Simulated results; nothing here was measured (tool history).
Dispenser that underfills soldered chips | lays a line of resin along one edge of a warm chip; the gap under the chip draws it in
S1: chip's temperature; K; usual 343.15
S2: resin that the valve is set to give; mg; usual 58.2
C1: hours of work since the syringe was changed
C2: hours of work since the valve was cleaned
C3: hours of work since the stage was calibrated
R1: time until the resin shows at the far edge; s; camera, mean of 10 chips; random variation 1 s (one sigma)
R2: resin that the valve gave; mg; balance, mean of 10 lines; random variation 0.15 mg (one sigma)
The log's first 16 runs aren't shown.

run,hour,S1,S2,C1,C2,C3,R1,R2
# hour 58.5: dispensing valve cleaned and set on the balance
# hour 59.3: new syringe of resin
17,62.0,343.15,58.2,2,3,165,113.9,57.99
18,64.2,331.15,58.2,4,4,167,190.0,58.00
19,67.6,331.15,58.2,7,7,170,225.6,57.88
# hour 68.7: new syringe of resin
20,71.1,331.15,58.2,2,10,172,166.8,57.56
21,75.1,340.15,68.8,5,13,175,149.3,67.90
# hour 77.9: new syringe of resin
22,77.9,340.15,68.8,0,15,177,111.6,67.68
23,81.8,339.15,72.3,3,18,180,138.0,70.95
24,85.3,339.15,72.3,6,20,183,162.9,70.88
# hour 87.3: new syringe of resin
25,90.0,352.15,53.2,2,24,187,85.0,52.25
26,94.0,330.15,67.8,5,27,190,210.3,66.25
# hour 96.9: new syringe of resin
27,98.0,328.15,59.3,1,30,193,170.9,58.00
28,100.9,330.15,74.4,3,32,195,186.5,72.29
29,103.9,328.15,54.7,6,35,197,235.8,52.94
# hour 106.3: new syringe of resin
30,107.6,335.15,62.5,1,37,200,137.9,60.45
31,110.8,332.15,60.5,4,40,203,180.6,58.45
32,113.3,332.15,60.5,6,42,205,199.7,58.23
# hour 115.6: new syringe of resin
33,115.8,332.15,60.5,0,44,206,149.2,58.42
34,119.2,339.15,65.6,3,46,209,136.6,63.29
35,123.3,339.15,65.6,6,50,212,166.8,63.02

Forecast each of these 5 alternatives for the next run:
# hour 125.0: new syringe of resin
A,127.2,335.15,67.4,2,52,215,?,?
# hour 125.0: new syringe of resin
B,127.2,341.15,49.8,2,52,215,?,?
# hour 125.0: new syringe of resin
C,127.2,345.15,64.1,2,52,215,?,?
# hour 125.0: new syringe of resin
D,127.2,340.15,73.8,2,52,215,?,?
# hour 125.0: new syringe of resin
E,127.2,357.15,64.1,2,52,215,?,?

run,R1,R2
A,148.9,64.60
B,123.1,47.66
C,106.4,61.55
D,123.3,70.51
E,73.3,61.25
Without the tool's hidden state the same runs would have given:
run,R1,R2
A,127.1,67.49
B,104.4,49.79
C,91.0,64.30
D,105.4,73.66
E,62.7,63.99
